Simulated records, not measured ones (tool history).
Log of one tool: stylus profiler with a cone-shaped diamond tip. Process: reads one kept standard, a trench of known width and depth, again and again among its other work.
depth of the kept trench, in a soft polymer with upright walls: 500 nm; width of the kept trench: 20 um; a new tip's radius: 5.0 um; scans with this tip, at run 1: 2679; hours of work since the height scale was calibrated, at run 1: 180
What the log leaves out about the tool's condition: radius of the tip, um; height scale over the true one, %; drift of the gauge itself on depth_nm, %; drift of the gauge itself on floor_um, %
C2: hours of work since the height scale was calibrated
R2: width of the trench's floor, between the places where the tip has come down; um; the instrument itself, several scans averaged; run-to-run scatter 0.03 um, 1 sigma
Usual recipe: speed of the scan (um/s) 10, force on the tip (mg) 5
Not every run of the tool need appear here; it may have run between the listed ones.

Run 1, hour 0: usual settings; scans with this tip 2679; C2 180. Result: depth of the trench (nm) 507.3, R2 14.89 um.
Run 2, hour 62.9: usual settings; scans with this tip 3198; C2 215. Result: depth of the trench (nm) 507.73, R2 14.82 um.
Run 3, hour 94.7: usual settings; scans with this tip 3460; C2 233. Result: depth of the trench (nm) 507.74, R2 14.83 um.
Run 4, hour 143.6: usual settings; scans with this tip 3864; C2 260. Result: depth of the trench (nm) 507.42, R2 14.73 um.
Run 5, hour 203: usual settings but speed of the scan (um/s) 3; scans with this tip 4355; C2 293. Result: depth of the trench (nm) 508.11, R2 14.72 um.
Run 6, hour 245.6: usual settings but speed of the scan (um/s) 3; scans with this tip 4707; C2 317. Result: depth of the trench (nm) 507.79, R2 14.63 um.
Run 7, hour 311.9: usual settings but speed of the scan (um/s) 3; scans with this tip 5254; C2 353. Result: depth of the trench (nm) 507.83, R2 14.48 um.
Run 8, hour 350: usual settings but speed of the scan (um/s) 3; scans with this tip 5569; C2 375. Result: depth of the trench (nm) 508.03, R2 14.44 um.
Run 9, hour 396.2: usual settings but speed of the scan (um/s) 3; scans with this tip 5950; C2 400. Result: depth of the trench (nm) 507.76, R2 14.35 um.
Run 10, hour 444.8: usual settings; scans with this tip 6351; C2 427. Result: depth of the trench (nm) 507.93, R2 14.28 um.
Run 11, hour 510.9: usual settings; scans with this tip 6897; C2 464. Result: depth of the trench (nm) 508.19, R2 14.19 um.
Run 12, hour 552.5: usual settings; scans with this tip 7241; C2 487. Result: depth of the trench (nm) 508.01, R2 14.14 um.
Run 13, hour 613.6: usual settings but speed of the scan (um/s) 2; scans with this tip 7745; C2 521. Result: depth of the trench (nm) 508.26, R2 14.1 um.
Run 14, hour 678.4: usual settings but speed of the scan (um/s) 2; scans with this tip 8280; C2 557. Result: depth of the trench (nm) 508.43, R2 14 um.
Run 15, hour 717.7: usual settings but speed of the scan (um/s) 2; scans with this tip 8604; C2 579. Result: depth of the trench (nm) 508.33, R2 13.87 um.
Run 16, hour 768.4: usual settings but speed of the scan (um/s) 15; scans with this tip 9023; C2 607. Result: depth of the trench (nm) 508.23, R2 13.85 um.
Run 17, hour 819.8: usual settings but speed of the scan (um/s) 2; scans with this tip 9448; C2 635. Result: depth of the trench (nm) 508.47, R2 13.79 um.
Run 18, hour 848.4: usual settings but force on the tip (mg) 3.97; scans with this tip 9684; C2 651. Result: depth of the trench (nm) 507.67, R2 13.74 um.
At hour 851.7: height scale calibrated on a step standard.
Run 19, hour 891.8: usual settings but speed of the scan (um/s) 3, force on the tip (mg) 1.87; scans with this tip 10037; C2 22. Result: depth of the trench (nm) 505.55, R2 13.69 um.
Run 20, hour 952.5: usual settings but speed of the scan (um/s) 13, force on the tip (mg) 1.7; scans with this tip 10539; C2 56. Result: depth of the trench (nm) 505.45, R2 13.56 um.
At hour 957: height scale calibrated on a step standard, once more.
Run 21, hour 1013.7: usual settings but speed of the scan (um/s) 6, force on the tip (mg) 8.72; scans with this tip 11040; C2 31. Result: depth of the trench (nm) 510.48, R2 13.54 um.
Run 22, hour 1073.2: usual settings but speed of the scan (um/s) 4, force on the tip (mg) 6.15; scans with this tip 11531; C2 65. Result: depth of the trench (nm) 508.48, R2 13.47 um.
Run 23, hour 1119: usual settings but speed of the scan (um/s) 2, force on the tip (mg) 11.12; scans with this tip 11909; C2 90. Result: depth of the trench (nm) 512.42, R2 13.48 um.
Run 24, hour 1152.2: usual settings but speed of the scan (um/s) 6, force on the tip (mg) 12.6; scans with this tip 12184; C2 108. Result: depth of the trench (nm) 513.42, R2 13.39 um.
Run 25, hour 1217.7: usual settings but speed of the scan (um/s) 6, force on the tip (mg) 12.6; scans with this tip 12724; C2 145. Result: depth of the trench (nm) 513.75, R2 13.27 um.
Run 26, hour 1261: usual settings but speed of the scan (um/s) 20, force on the tip (mg) 2.95; scans with this tip 13082; C2 169. Result: depth of the trench (nm) 505.53, R2 13.2 um.
Run 27, hour 1302.4: usual settings but speed of the scan (um/s) 20, force on the tip (mg) 2.95; scans with this tip 13424; C2 192. Result: depth of the trench (nm) 505.84, R2 13.1 um.
Run 28, hour 1334.5: usual settings but speed of the scan (um/s) 2, force on the tip (mg) 4.77; scans with this tip 13688; C2 210. Result: depth of the trench (nm) 507.3, R2 13.17 um.
Run 29, hour 1385.3: usual settings but speed of the scan (um/s) 16, force on the tip (mg) 13.51; scans with this tip 14107; C2 238. Result: depth of the trench (nm) 514.85, R2 13 um.
Run 30, hour 1439.2: usual settings but speed of the scan (um/s) 16, force on the tip (mg) 13.51; scans with this tip 14553; C2 268. Result: depth of the trench (nm) 514.59, R2 13.03 um.
Run 31, hour 1479.1: usual settings but force on the tip (mg) 2.55; scans with this tip 14882; C2 290. Result: depth of the trench (nm) 505.05, R2 12.98 um.
Run 32, hour 1518.4: usual settings but force on the tip (mg) 2.55; scans with this tip 15207; C2 312. Result: depth of the trench (nm) 505.38, R2 12.95 um.
Run 33, hour 1551.1: usual settings but speed of the scan (um/s) 5, force on the tip (mg) 1.9; scans with this tip 15477; C2 330. Result: depth of the trench (nm) 504.61, R2 12.91 um.
Run 34, hour 1617.5: usual settings but speed of the scan (um/s) 5, force on the tip (mg) 1.9; scans with this tip 16025; C2 367. Result: depth of the trench (nm) 504.7, R2 12.82 um.
Run 35, hour 1654.7: usual settings but speed of the scan (um/s) 5, force on the tip (mg) 1.9; scans with this tip 16332; C2 387. Result: depth of the trench (nm) 504.79, R2 12.8 um.

Below are 3 alternative next runs, each starting from the tool's condition after run 35. Predict each:
Run A, hour 1687.5: usual settings but speed of the scan (um/s) 5, force on the tip (mg) 1.9; scans with this tip 16603; C2 406. Result: depth of the trench (nm) ?, R2 ?.
Run B, hour 1687.5: usual settings but speed of the scan (um/s) 6; scans with this tip 16603; C2 406. Result: depth of the trench (nm) ?, R2 ?.
Run C, hour 1687.5: usual settings but speed of the scan (um/s) 3, force on the tip (mg) 6.05; scans with this tip 16603; C2 406. Result: depth of the trench (nm) ?, R2 ?.

run  depth of the trench (nm)     R2
  A                    504.58  12.73
  B                    508.33  12.81
  C                    509.42  12.77
Stripped of hidden state, with their random variation kept, the same runs would have yielded:
run  depth of the trench (nm)     R2
  A                    503.47  15.57
  B                    507.21  15.66
  C                     508.3  15.62
